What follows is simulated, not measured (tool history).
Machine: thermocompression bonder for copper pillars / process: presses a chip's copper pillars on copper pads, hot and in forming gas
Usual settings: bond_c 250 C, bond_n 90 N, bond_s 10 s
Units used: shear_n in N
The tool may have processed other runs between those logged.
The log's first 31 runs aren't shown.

run   hour  bond_c  bond_n  bond_s  hours of work since the heater was calibrated  hours of work since the force cell was calibrated  hours of work since the gas filter was changed  shear_n
 32  526.8     274     116      16                                            291                                                417                                             177    142.2
 33  537.3     256      65      10                                            296                                                422                                             183     97.5
 34  559.8     241     134      10                                            308                                                434                                             194    119.3
 35  580.9     253      98      24                                            318                                                445                                             205    134.5
 36  604.6     243     122      14                                            330                                                457                                             217    124.9
 37  625.4     243     122      14                                            341                                                467                                             228    124.6
 38  641.9     250      90      19                                            349                                                476                                             236    124.0
 39  657.0     275      74      10                                            357                                                483                                             244    119.3

What if the next run were any one of these 4? Each begins from the tool's condition after run 39:
  A  675.0     263      66      29                                            366                                                492                                             253        ?
  B  675.0     232      74      26                                            366                                                492                                             253        ?
  C  675.0     275      91      10                                            366                                                492                                             253        ?
  D  675.0     250     104      25                                            366                                                492                                             253        ?

run  shear_n
  A    128.9
  B    110.8
  C    125.9
  D    134.6
Without the tool's hidden state the same runs would have given:
run  shear_n
  A    129.0
  B    109.3
  C    125.8
  D    135.1
